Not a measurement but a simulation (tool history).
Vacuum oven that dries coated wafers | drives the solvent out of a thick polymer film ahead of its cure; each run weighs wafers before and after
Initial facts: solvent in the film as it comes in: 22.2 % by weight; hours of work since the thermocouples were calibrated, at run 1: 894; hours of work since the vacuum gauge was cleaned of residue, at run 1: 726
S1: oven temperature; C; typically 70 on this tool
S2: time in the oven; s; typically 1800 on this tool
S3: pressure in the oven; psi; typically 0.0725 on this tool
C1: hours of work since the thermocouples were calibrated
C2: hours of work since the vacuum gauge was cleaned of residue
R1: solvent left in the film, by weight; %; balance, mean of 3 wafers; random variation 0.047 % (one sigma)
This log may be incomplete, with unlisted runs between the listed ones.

{"run": 1, "day": 0.0, "S1": 70, "S2": 1800, "S3": 0.0725, "C1": 894, "C2": 726, "R1": 1.49}
{"run": 2, "day": 3.671, "S1": 70, "S2": 1800, "S3": 0.0725, "C1": 929, "C2": 762, "R1": 1.49}
{"run": 3, "day": 7.654, "S1": 70, "S2": 1800, "S3": 0.0725, "C1": 968, "C2": 801, "R1": 1.5}
{"run": 4, "day": 11.158, "S1": 70, "S2": 1380, "S3": 0.0725, "C1": 1003, "C2": 835, "R1": 2.48}
{"run": 5, "day": 13.954, "S1": 70, "S2": 1380, "S3": 0.0725, "C1": 1030, "C2": 862, "R1": 2.41}
{"run": 6, "day": 16.35, "S1": 70, "S2": 1320, "S3": 0.0725, "C1": 1053, "C2": 885, "R1": 2.7}
{"run": 7, "day": 18.971, "S1": 70, "S2": 1800, "S3": 0.0725, "C1": 1079, "C2": 911, "R1": 1.56}
{"run": 8, "day": 20.833, "S1": 70, "S2": 1800, "S3": 0.0429, "C1": 1097, "C2": 929, "R1": 1.36}
{"run": 9, "day": 24.246, "S1": 76, "S2": 1800, "S3": 0.0725, "C1": 1130, "C2": 963, "R1": 0.54}
{"run": 10, "day": 26.733, "S1": 76, "S2": 1800, "S3": 0.0725, "C1": 1154, "C2": 987, "R1": 0.49}
{"run": 11, "day": 29.754, "S1": 76, "S2": 1800, "S3": 0.0725, "C1": 1184, "C2": 1016, "R1": 0.56}
{"run": 12, "day": 33.346, "S1": 76, "S2": 1800, "S3": 0.0725, "C1": 1219, "C2": 1051, "R1": 0.45}
{"run": 13, "day": 37.488, "S1": 76, "S2": 1800, "S3": 0.0725, "C1": 1259, "C2": 1092, "R1": 0.48}
{"day": 40.567, "done": "oven's thermocouples calibrated"}
{"run": 14, "day": 41.229, "S1": 76, "S2": 1800, "S3": 0.0725, "C1": 6, "C2": 1127, "R1": 0.46}
{"run": 15, "day": 44.288, "S1": 76, "S2": 1800, "S3": 0.0725, "C1": 36, "C2": 1157, "R1": 0.48}
{"run": 16, "day": 47.479, "S1": 70, "S2": 1800, "S3": 0.1973, "C1": 67, "C2": 1188, "R1": 2.09}
{"run": 17, "day": 50.9, "S1": 57, "S2": 1800, "S3": 0.1973, "C1": 101, "C2": 1222, "R1": 8.49}
{"run": 18, "day": 54.654, "S1": 57, "S2": 1800, "S3": 0.1973, "C1": 137, "C2": 1258, "R1": 8.57}
{"run": 19, "day": 56.488, "S1": 57, "S2": 1800, "S3": 0.1973, "C1": 155, "C2": 1276, "R1": 8.69}
{"run": 20, "day": 60.821, "S1": 74, "S2": 1140, "S3": 0.0725, "C1": 198, "C2": 1318, "R1": 1.85}
{"run": 21, "day": 63.096, "S1": 74, "S2": 1140, "S3": 0.0725, "C1": 220, "C2": 1341, "R1": 1.83}
{"run": 22, "day": 64.871, "S1": 64, "S2": 3000, "S3": 0.0725, "C1": 237, "C2": 1358, "R1": 1.64}
{"run": 23, "day": 67.496, "S1": 75, "S2": 3120, "S3": 0.0725, "C1": 263, "C2": 1384, "R1": 0.25}
{"run": 24, "day": 69.804, "S1": 69, "S2": 1800, "S3": 0.0725, "C1": 285, "C2": 1406, "R1": 1.81}
{"run": 25, "day": 73.688, "S1": 69, "S2": 1800, "S3": 0.0725, "C1": 323, "C2": 1444, "R1": 1.75}
{"run": 26, "day": 76.567, "S1": 59, "S2": 1800, "S3": 0.0815, "C1": 351, "C2": 1472, "R1": 6.71}
{"run": 27, "day": 80.425, "S1": 59, "S2": 1800, "S3": 0.0815, "C1": 389, "C2": 1510, "R1": 6.72}
{"run": 28, "day": 83.788, "S1": 79, "S2": 1800, "S3": 0.0389, "C1": 422, "C2": 1543, "R1": 0.16}
{"run": 29, "day": 86.325, "S1": 79, "S2": 2100, "S3": 0.1374, "C1": 446, "C2": 1567, "R1": 0.51}
{"run": 30, "day": 90.125, "S1": 70, "S2": 1620, "S3": 0.0979, "C1": 483, "C2": 1604, "R1": 1.93}
{"run": 31, "day": 92.279, "S1": 84, "S2": 2100, "S3": 0.0545, "C1": 504, "C2": 1625, "R1": 0.17}
{"run": 32, "day": 95.2, "S1": 70, "S2": 1800, "S3": 0.0725, "C1": 533, "C2": 1654, "R1": 1.51}
{"run": 33, "day": 98.871, "S1": 73, "S2": 1800, "S3": 0.1806, "C1": 569, "C2": 1690, "R1": 1.28}
{"run": 34, "day": 101.254, "S1": 83, "S2": 1140, "S3": 0.1355, "C1": 592, "C2": 1713, "R1": 0.52}
{"run": 35, "day": 104.404, "S1": 58, "S2": 1140, "S3": 0.1355, "C1": 623, "C2": 1744, "R1": 10.37}
{"run": 36, "day": 106.725, "S1": 58, "S2": 1140, "S3": 0.0444, "C1": 645, "C2": 1766, "R1": 9.84}
{"run": 37, "day": 110.896, "S1": 75, "S2": 1800, "S3": 0.0725, "C1": 686, "C2": 1807, "R1": 0.56}

Entry by entry between the runs, the difference in hidden state between the last listed run before and the first listed run after:
Between runs 13 and 14: oven's thermocouples calibrated (day 40.567)
  true wafer temperature over the reading, C: 0.07 -> 0.01; true pressure over the reading, kPa: 0.012 -> 0.013
